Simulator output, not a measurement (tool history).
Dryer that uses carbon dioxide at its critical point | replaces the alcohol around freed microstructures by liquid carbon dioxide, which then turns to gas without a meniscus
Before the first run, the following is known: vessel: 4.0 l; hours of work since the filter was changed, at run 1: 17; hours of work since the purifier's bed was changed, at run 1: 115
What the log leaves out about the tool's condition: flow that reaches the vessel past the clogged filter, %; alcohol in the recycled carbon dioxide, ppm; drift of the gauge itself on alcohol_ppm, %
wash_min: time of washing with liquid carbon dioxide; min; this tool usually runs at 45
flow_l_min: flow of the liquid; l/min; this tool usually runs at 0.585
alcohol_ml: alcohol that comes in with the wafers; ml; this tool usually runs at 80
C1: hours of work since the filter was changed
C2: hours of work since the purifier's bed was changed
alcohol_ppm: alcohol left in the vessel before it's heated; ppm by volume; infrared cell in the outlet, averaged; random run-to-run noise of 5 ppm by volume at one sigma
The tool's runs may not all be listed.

run 1 day=0 | wash_min=45 flow_l_min=0.585 alcohol_ml=80 | C1=17 C2=115 | alcohol_ppm=59
run 2 day=0.396 | wash_min=45 flow_l_min=0.585 alcohol_ml=80 | C1=22 C2=119 | alcohol_ppm=55
run 3 day=0.758 | wash_min=45 flow_l_min=0.585 alcohol_ml=80 | C1=26 C2=124 | alcohol_ppm=71
run 4 day=0.95 | wash_min=45 flow_l_min=0.585 alcohol_ml=80 | C1=28 C2=126 | alcohol_ppm=59
run 5 day=1.158 | wash_min=45 flow_l_min=0.363 alcohol_ml=80 | C1=31 C2=128 | alcohol_ppm=493
run 6 day=1.404 | wash_min=45 flow_l_min=0.363 alcohol_ml=80 | C1=34 C2=131 | alcohol_ppm=504
run 7 day=1.717 | wash_min=45 flow_l_min=0.363 alcohol_ml=80 | C1=37 C2=135 | alcohol_ppm=512
run 8 day=2.179 | wash_min=45 flow_l_min=0.363 alcohol_ml=80 | C1=43 C2=140 | alcohol_ppm=509
run 9 day=2.658 | wash_min=45 flow_l_min=0.828 alcohol_ml=80 | C1=48 C2=146 | alcohol_ppm=43
run 10 day=2.925 | wash_min=45 flow_l_min=0.828 alcohol_ml=26 | C1=51 C2=149 | alcohol_ppm=23
run 11 day=3.242 | wash_min=45 flow_l_min=0.828 alcohol_ml=26 | C1=55 C2=153 | alcohol_ppm=31
run 12 day=3.55 | wash_min=45 flow_l_min=0.723 alcohol_ml=26 | C1=59 C2=156 | alcohol_ppm=27
run 13 day=3.996 | wash_min=58 flow_l_min=0.585 alcohol_ml=80 | C1=64 C2=162 | alcohol_ppm=43
run 14 day=4.35 | wash_min=58 flow_l_min=0.585 alcohol_ml=80 | C1=68 C2=166 | alcohol_ppm=42
run 15 day=4.688 | wash_min=58 flow_l_min=0.585 alcohol_ml=80 | C1=72 C2=170 | alcohol_ppm=40
run 16 day=4.975 | wash_min=58 flow_l_min=0.585 alcohol_ml=80 | C1=75 C2=173 | alcohol_ppm=42
run 17 day=5.262 | wash_min=45 flow_l_min=0.454 alcohol_ml=80 | C1=79 C2=176 | alcohol_ppm=221
run 18 day=5.621 | wash_min=45 flow_l_min=0.454 alcohol_ml=80 | C1=83 C2=181 | alcohol_ppm=226
run 19 day=5.846 | wash_min=31 flow_l_min=0.585 alcohol_ml=80 | C1=86 C2=183 | alcohol_ppm=335
run 20 day=6.042 | wash_min=31 flow_l_min=0.585 alcohol_ml=80 | C1=88 C2=186 | alcohol_ppm=325
run 21 day=6.367 | wash_min=31 flow_l_min=0.585 alcohol_ml=80 | C1=92 C2=189 | alcohol_ppm=333
run 22 day=6.8 | wash_min=31 flow_l_min=0.585 alcohol_ml=80 | C1=97 C2=194 | alcohol_ppm=339
run 23 day=7.262 | wash_min=55 flow_l_min=0.585 alcohol_ml=80 | C1=102 C2=200 | alcohol_ppm=43
run 24 day=7.688 | wash_min=47 flow_l_min=0.585 alcohol_ml=46 | C1=107 C2=205 | alcohol_ppm=70
run 25 day=8.142 | wash_min=47 flow_l_min=0.585 alcohol_ml=46 | C1=112 C2=210 | alcohol_ppm=61
run 26 day=8.604 | wash_min=35 flow_l_min=0.486 alcohol_ml=83 | C1=118 C2=216 | alcohol_ppm=479
run 27 day=8.896 | wash_min=35 flow_l_min=0.358 alcohol_ml=51 | C1=121 C2=219 | alcohol_ppm=846
run 28 day=9.192 | wash_min=35 flow_l_min=0.358 alcohol_ml=51 | C1=125 C2=222 | alcohol_ppm=849
run 29 day=9.542 | wash_min=42 flow_l_min=0.623 alcohol_ml=102 | C1=129 C2=227 | alcohol_ppm=118
run 30 day=9.779 | wash_min=39 flow_l_min=0.585 alcohol_ml=80 | C1=132 C2=229 | alcohol_ppm=158
run 31 day=10.029 | wash_min=42 flow_l_min=0.371 alcohol_ml=33 | C1=135 C2=232 | alcohol_ppm=299
run 32 day=10.388 | wash_min=59 flow_l_min=0.379 alcohol_ml=35 | C1=139 C2=236 | alcohol_ppm=109
run 33 day=10.85 | wash_min=45 flow_l_min=0.465 alcohol_ml=80 | C1=144 C2=242 | alcohol_ppm=232

Pick out some run-to-run changes in alcohol_ppm. Of each, how much would a tool without hidden state show as well, from the settings, what came in and chance, and how much is left for the hidden state and any gauge scatter not in both results compared?
Run 4 -> 5: flow_l_min 0.585 -> 0.363. alcohol_ppm +434 ppm by volume: hidden state +21, all else +413.
Run 8 -> 9: flow_l_min 0.363 -> 0.828. alcohol_ppm -466 ppm by volume: hidden state -30, all else -436.
Run 22 -> 23: wash_min 31 -> 55. alcohol_ppm -296 ppm by volume: hidden state -41, all else -255.
Run 25 -> 26: wash_min 47 -> 35, flow_l_min 0.585 -> 0.486, alcohol_ml 46 -> 83. alcohol_ppm +418 ppm by volume: hidden state +71, all else +347.
Run 28 -> 29: wash_min 35 -> 42, flow_l_min 0.358 -> 0.623, alcohol_ml 51 -> 102. alcohol_ppm -731 ppm by volume: hidden state -85, all else -646.
